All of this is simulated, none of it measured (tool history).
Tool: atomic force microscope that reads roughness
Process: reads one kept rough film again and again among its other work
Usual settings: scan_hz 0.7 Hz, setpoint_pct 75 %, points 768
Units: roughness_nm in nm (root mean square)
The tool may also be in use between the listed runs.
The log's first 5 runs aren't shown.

{"run": 6, "day": 7.575, "scan_hz": 0.7, "setpoint_pct": 75, "points": 768, "roughness_nm": 3.813}
{"run": 7, "day": 9.558, "scan_hz": 0.7, "setpoint_pct": 75, "points": 768, "roughness_nm": 3.619}
{"run": 8, "day": 11.004, "scan_hz": 0.7, "setpoint_pct": 75, "points": 768, "roughness_nm": 3.489}
{"run": 9, "day": 12.125, "scan_hz": 0.7, "setpoint_pct": 75, "points": 768, "roughness_nm": 3.369}
{"run": 10, "day": 13.192, "scan_hz": 0.7, "setpoint_pct": 75, "points": 768, "roughness_nm": 3.259}
{"run": 11, "day": 14.746, "scan_hz": 0.7, "setpoint_pct": 75, "points": 952, "roughness_nm": 3.119}
{"run": 12, "day": 16.321, "scan_hz": 0.7, "setpoint_pct": 75, "points": 952, "roughness_nm": 3.01}
{"run": 13, "day": 17.754, "scan_hz": 0.7, "setpoint_pct": 75, "points": 768, "roughness_nm": 2.913}
{"day": 18.571, "done": "new tip fitted"}
{"run": 14, "day": 19.708, "scan_hz": 0.7, "setpoint_pct": 75, "points": 768, "roughness_nm": 4.049}
{"run": 15, "day": 21.442, "scan_hz": 0.7, "setpoint_pct": 75, "points": 768, "roughness_nm": 3.847}
{"run": 16, "day": 23.338, "scan_hz": 0.7, "setpoint_pct": 75, "points": 768, "roughness_nm": 3.61}
{"run": 17, "day": 25.833, "scan_hz": 0.7, "setpoint_pct": 75, "points": 768, "roughness_nm": 3.381}
{"run": 18, "day": 28.121, "scan_hz": 0.7, "setpoint_pct": 75, "points": 768, "roughness_nm": 3.152}
{"run": 19, "day": 30.054, "scan_hz": 0.7, "setpoint_pct": 75, "points": 768, "roughness_nm": 3.014}
{"day": 31.667, "done": "new tip fitted"}
{"run": 20, "day": 32.267, "scan_hz": 0.7, "setpoint_pct": 75, "points": 309, "roughness_nm": 4.005}
{"run": 21, "day": 33.483, "scan_hz": 0.7, "setpoint_pct": 75, "points": 309, "roughness_nm": 3.854}
{"run": 22, "day": 34.754, "scan_hz": 0.7, "setpoint_pct": 75, "points": 309, "roughness_nm": 3.736}
{"run": 23, "day": 36.871, "scan_hz": 0.7, "setpoint_pct": 75, "points": 309, "roughness_nm": 3.522}
{"run": 24, "day": 39.35, "scan_hz": 0.7, "setpoint_pct": 75, "points": 495, "roughness_nm": 3.286}

The next listed run, before its measurement:
{"run": 25, "day": 40.946, "scan_hz": 0.7, "setpoint_pct": 75, "points": 495, "roughness_nm": "?"}

{"run 25": {"roughness_nm": 3.186}}
Without the tool's hidden state the same run would have given roughness_nm 4.238 nm (root mean square).

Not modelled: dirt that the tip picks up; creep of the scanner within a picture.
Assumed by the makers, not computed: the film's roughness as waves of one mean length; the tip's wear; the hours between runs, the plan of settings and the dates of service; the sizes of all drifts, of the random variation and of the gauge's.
